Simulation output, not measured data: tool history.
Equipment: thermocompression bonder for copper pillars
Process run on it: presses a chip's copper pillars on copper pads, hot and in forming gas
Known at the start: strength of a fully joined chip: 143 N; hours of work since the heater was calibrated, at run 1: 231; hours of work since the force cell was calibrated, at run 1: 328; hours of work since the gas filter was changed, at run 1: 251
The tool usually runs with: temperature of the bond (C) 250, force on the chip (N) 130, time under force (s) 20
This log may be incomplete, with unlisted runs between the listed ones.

run     day  temperature of the bond (C)  force on the chip (N)  time under force (s)  hours of work since the heater was calibrated  hours of work since the force cell was calibrated  hours of work since the gas filter was changed  force that shears a chip off (N)
  1   0.000                          250                    130                    20                                            231                                                328                                             251                              49.5
  2   0.675                          250                    130                    20                                            237                                                335                                             257                              50.1
  3   1.346                          232                    130                    20                                            244                                                342                                             264                              38.5
  4   2.171                          232                    130                    20                                            252                                                350                                             272                              39.0
  5   3.092                          232                    130                    20                                            261                                                359                                             281                              39.2
      3.308  -- forming gas filter changed
  6   3.888                          250                    191                    20                                            268                                                366                                               6                              66.7
  7   4.483                          250                    130                    20                                            274                                                372                                              11                              51.8
  8   5.108                          258                    130                    20                                            280                                                378                                              18                              58.5
  9   6.262                          258                    130                    20                                            292                                                389                                              29                              58.1
 10   7.229                          258                    130                    20                                            301                                                399                                              38                              57.7
 11   8.271                          250                    130                    20                                            311                                                409                                              48                              53.1
 12   9.312                          250                    130                    20                                            321                                                419                                              58                              52.7
 13  10.638                          250                    177                    20                                            334                                                432                                              71                              64.2
 14  11.304                          250                    177                    20                                            341                                                438                                              78                              63.3
 15  11.942                          250                    177                    20                                            347                                                445                                              84                              64.8
 16  12.700                          250                    177                    20                                            354                                                452                                              92                              65.9
 17  13.304                          250                    177                    20                                            360                                                458                                              97                              65.5
 18  14.000                          230                    130                    20                                            367                                                465                                             104                              38.4
 19  14.808                          230                    130                    20                                            375                                                473                                             112                              38.7
 20  15.721                          250                    130                    20                                            384                                                481                                             121                              55.3
 21  16.354                          250                    130                    20                                            390                                                488                                             127                              52.6
 22  17.504                          228                    130                    11                                            401                                                499                                             138                              29.8
 23  18.650                          228                    130                    11                                            412                                                510                                             149                              30.2
 24  19.262                          250                    141                    15                                            418                                                516                                             155                              49.2
 25  20.542                          259                    145                    46                                            431                                                528                                             168                              83.1
 26  21.825                          223                     87                    32                                            443                                                541                                             180                              33.3
 27  22.838                          223                     87                    32                                            453                                                551                                             190                              33.2
 28  23.583                          263                    103                    11                                            460                                                558                                             198                              43.1
 29  24.625                          254                    130                    35                                            470                                                568                                             208                              70.2
 30  25.183                          236                    130                    20                                            476                                                574                                             213                              43.8
 31  26.512                          250                    131                    20                                            489                                                587                                             226                              55.1
 32  27.062                          253                    111                    12                                            494                                                592                                             231                              40.8
 33  28.212                          250                    102                    27                                            505                                                603                                             243                              51.8
 34  29.129                          239                    121                    20                                            514                                                612                                             252                              44.7
 35  30.117                          234                    170                    22                                            524                                                622                                             261                              53.8
 36  30.708                          250                    120                    36                                            530                                                627                                             267                              64.3
 37  31.629                          233                    109                    21                                            539                                                636                                             276                              38.5
     32.308  -- forming gas filter changed
 38  32.979                          232                    133                    15                                            552                                                649                                               7                              41.1
 39  34.200                          232                    133                    15                                            564                                                661                                              18                              39.2

How the hidden state differs across the entries between the runs, from the last listed run before each to the first after it:
Logged between run 5 and run 6: forming gas filter changed (day 3.308)
  true temperature of the bond over the reading, C: 4.2 -> 4.3; oxide that the forming gas leaves, % of the face: 3.94 -> 0.66
  measured value less the no-hidden-state value, force that shears a chip off (N): +0.5 -> +2.6
Logged between run 37 and run 38: forming gas filter changed (day 32.308)
  true temperature of the bond over the reading, C: 10 -> 10.3; oxide that the forming gas leaves, % of the face: 3.77 -> 0.62
  measured value less the no-hidden-state value, force that shears a chip off (N): +3.6 -> +4.9
